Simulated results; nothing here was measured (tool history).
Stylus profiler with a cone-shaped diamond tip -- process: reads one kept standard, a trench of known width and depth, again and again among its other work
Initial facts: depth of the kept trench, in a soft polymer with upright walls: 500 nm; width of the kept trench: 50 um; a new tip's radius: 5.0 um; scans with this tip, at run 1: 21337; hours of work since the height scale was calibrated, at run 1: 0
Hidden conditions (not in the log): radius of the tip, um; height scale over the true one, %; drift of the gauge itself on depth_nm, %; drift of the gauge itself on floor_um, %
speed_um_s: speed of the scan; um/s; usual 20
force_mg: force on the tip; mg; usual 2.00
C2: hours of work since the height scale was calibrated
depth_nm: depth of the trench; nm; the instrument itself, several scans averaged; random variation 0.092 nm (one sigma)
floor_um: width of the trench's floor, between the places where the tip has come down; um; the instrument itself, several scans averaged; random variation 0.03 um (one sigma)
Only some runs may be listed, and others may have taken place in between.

Run 1, hour 0.0: usual settings; scans with this tip 21337; C2 0. Result: depth_nm 506.56 nm, floor_um 43.75 um.
Run 2, hour 84.3: usual settings; scans with this tip 21919; C2 40. Result: depth_nm 506.56 nm, floor_um 43.74 um.
Run 3, hour 129.3: usual settings; scans with this tip 22230; C2 62. Result: depth_nm 506.60 nm, floor_um 43.71 um.
Run 4, hour 189.7: usual settings; scans with this tip 22647; C2 91. Result: depth_nm 506.43 nm, floor_um 43.63 um.
Run 5, hour 264.8: usual settings; scans with this tip 23167; C2 127. Result: depth_nm 506.59 nm, floor_um 43.66 um.
Run 6, hour 362.4: usual settings but speed_um_s 7 um/s; scans with this tip 23841; C2 174. Result: depth_nm 506.51 nm, floor_um 43.63 um.
Run 7, hour 444.4: usual settings but force_mg 1.36 mg; scans with this tip 24407; C2 213. Result: depth_nm 504.82 nm, floor_um 43.56 um.
Run 8, hour 519.7: usual settings but speed_um_s 52 um/s; scans with this tip 24928; C2 249. Result: depth_nm 506.37 nm, floor_um 43.36 um.
Run 9, hour 602.4: usual settings; scans with this tip 25499; C2 289. Result: depth_nm 506.32 nm, floor_um 43.49 um.
Run 10, hour 666.1: usual settings but force_mg 3.35 mg; scans with this tip 25939; C2 320. Result: depth_nm 508.83 nm, floor_um 43.43 um.
Run 11, hour 724.8: usual settings but force_mg 3.35 mg; scans with this tip 26345; C2 348. Result: depth_nm 508.98 nm, floor_um 43.43 um.
Run 12, hour 766.3: usual settings but speed_um_s 71 um/s; scans with this tip 26632; C2 368. Result: depth_nm 506.33 nm, floor_um 43.19 um.
Run 13, hour 857.9: usual settings but speed_um_s 71 um/s; scans with this tip 27265; C2 412. Result: depth_nm 506.04 nm, floor_um 43.07 um.
Run 14, hour 946.1: usual settings but force_mg 1.02 mg; scans with this tip 27874; C2 454. Result: depth_nm 503.46 nm, floor_um 43.24 um.
Run 15, hour 995.9: usual settings; scans with this tip 28218; C2 478. Result: depth_nm 506.03 nm, floor_um 43.26 um.
Run 16, hour 1078.0: usual settings; scans with this tip 28785; C2 517. Result: depth_nm 506.08 nm, floor_um 43.23 um.
At hour 1148.9: new tip fitted, height scale calibrated.
Run 17, hour 1148.9: usual settings; scans with this tip 0; C2 0. Result: depth_nm 506.62 nm, floor_um 45.57 um.
Run 18, hour 1229.3: usual settings; scans with this tip 555; C2 39. Result: depth_nm 506.48 nm, floor_um 45.51 um.
Run 19, hour 1314.5: usual settings; scans with this tip 1144; C2 79. Result: depth_nm 506.47 nm, floor_um 45.45 um.
Run 20, hour 1415.3: usual settings but force_mg 3.57 mg; scans with this tip 1840; C2 128. Result: depth_nm 509.50 nm, floor_um 45.40 um.
Run 21, hour 1462.4: usual settings; scans with this tip 2166; C2 150. Result: depth_nm 506.25 nm, floor_um 45.30 um.
Run 22, hour 1533.7: usual settings; scans with this tip 2658; C2 185. Result: depth_nm 506.35 nm, floor_um 45.32 um.
Run 23, hour 1601.8: usual settings; scans with this tip 3129; C2 217. Result: depth_nm 506.19 nm, floor_um 45.26 um.
Run 24, hour 1695.4: usual settings; scans with this tip 3775; C2 262. Result: depth_nm 506.20 nm, floor_um 45.17 um.
At hour 1704.1: height scale calibrated on a step standard.
Run 25, hour 1754.9: usual settings; scans with this tip 4183; C2 24. Result: depth_nm 505.92 nm, floor_um 45.12 um.
Run 26, hour 1835.6: usual settings but speed_um_s 12 um/s, force_mg 1.37 mg; scans with this tip 4741; C2 63. Result: depth_nm 504.39 nm, floor_um 45.07 um.
Run 27, hour 1881.5: usual settings but speed_um_s 61 um/s, force_mg 3.59 mg; scans with this tip 5058; C2 85. Result: depth_nm 509.19 nm, floor_um 44.92 um.
Run 28, hour 1931.0: usual settings but speed_um_s 5 um/s, force_mg 1.03 mg; scans with this tip 5400; C2 109. Result: depth_nm 503.29 nm, floor_um 45.08 um.
At hour 2011.7: height scale calibrated on a step standard, once more.
Run 29, hour 2027.1: usual settings but speed_um_s 5 um/s, force_mg 1.03 mg; scans with this tip 6060; C2 7. Result: depth_nm 504.25 nm, floor_um 45.04 um.
Run 30, hour 2111.4: usual settings but speed_um_s 16 um/s, force_mg 2.46 mg; scans with this tip 6643; C2 48. Result: depth_nm 507.53 nm, floor_um 44.94 um.
Run 31, hour 2192.9: usual settings but speed_um_s 16 um/s, force_mg 2.46 mg; scans with this tip 7206; C2 87. Result: depth_nm 507.45 nm, floor_um 44.94 um.
Run 32, hour 2237.1: usual settings but speed_um_s 17 um/s, force_mg 3.05 mg; scans with this tip 7511; C2 108. Result: depth_nm 508.74 nm, floor_um 44.90 um.
Run 33, hour 2316.8: usual settings but speed_um_s 26 um/s, force_mg 0.81 mg; scans with this tip 8062; C2 146. Result: depth_nm 503.31 nm, floor_um 44.66 um.
Run 34, hour 2369.9: usual settings but force_mg 2.60 mg; scans with this tip 8429; C2 172. Result: depth_nm 507.95 nm, floor_um 44.78 um.
Run 35, hour 2434.8: usual settings but speed_um_s 17 um/s, force_mg 2.60 mg; scans with this tip 8877; C2 203. Result: depth_nm 507.81 nm, floor_um 44.77 um.
Run 36, hour 2490.7: usual settings but speed_um_s 10 um/s, force_mg 5.12 mg; scans with this tip 9264; C2 230. Result: depth_nm 512.19 nm, floor_um 44.78 um.
Run 37, hour 2586.2: usual settings but speed_um_s 11 um/s, force_mg 0.73 mg; scans with this tip 9924; C2 276. Result: depth_nm 503.06 nm, floor_um 44.65 um.
Run 38, hour 2642.1: usual settings but speed_um_s 11 um/s, force_mg 0.73 mg; scans with this tip 10310; C2 302. Result: depth_nm 503.10 nm, floor_um 44.61 um.
Run 39, hour 2740.9: usual settings but speed_um_s 45 um/s, force_mg 1.11 mg; scans with this tip 10993; C2 350. Result: depth_nm 504.12 nm, floor_um 44.38 um.
Run 40, hour 2793.8: usual settings but speed_um_s 45 um/s, force_mg 1.11 mg; scans with this tip 11358; C2 375. Result: depth_nm 504.04 nm, floor_um 44.34 um.
Run 41, hour 2884.4: usual settings but speed_um_s 8 um/s, force_mg 1.31 mg; scans with this tip 11984; C2 419. Result: depth_nm 504.39 nm, floor_um 44.49 um.
Run 42, hour 2947.5: usual settings but speed_um_s 43 um/s, force_mg 1.60 mg; scans with this tip 12420; C2 449. Result: depth_nm 505.34 nm, floor_um 44.21 um.
Run 43, hour 3030.3: usual settings but speed_um_s 22 um/s, force_mg 2.53 mg; scans with this tip 12992; C2 489. Result: depth_nm 507.06 nm, floor_um 44.40 um.
Run 44, hour 3075.6: usual settings but speed_um_s 5 um/s; scans with this tip 13305; C2 510. Result: depth_nm 506.06 nm, floor_um 44.40 um.
Run 45, hour 3142.9: usual settings but speed_um_s 56 um/s; scans with this tip 13770; C2 543. Result: depth_nm 506.08 nm, floor_um 44.13 um.
Run 46, hour 3220.5: usual settings but speed_um_s 23 um/s; scans with this tip 14306; C2 580. Result: depth_nm 505.98 nm, floor_um 44.26 um.

Entry by entry between the runs, the difference in hidden state between the last listed run before and the first listed run after:
After run 16, before run 17: new tip fitted, height scale calibrated (hour 1148.9)
  radius of the tip, um: 11.38 -> 4.94; height scale over the true one, %: -0.147 -> -0.034
  measured minus no-state result, depth_nm: -0.75 -> -0.17 nm; floor_um: -2.31 -> +0.03 um
After run 24, before run 25: height scale calibrated on a step standard (hour 1704.1)
  radius of the tip, um: 5.79 -> 5.89; height scale over the true one, %: -0.107 -> -0.165
  measured minus no-state result, depth_nm: -0.54 -> -0.83 nm; floor_um: -0.35 -> -0.39 um
After run 28, before run 29: height scale calibrated on a step standard, once more (hour 2011.7)
  radius of the tip, um: 6.17 -> 6.32; height scale over the true one, %: -0.189 -> 0.002
  measured minus no-state result, depth_nm: -0.95 -> +0.01 nm; floor_um: -0.51 -> -0.57 um
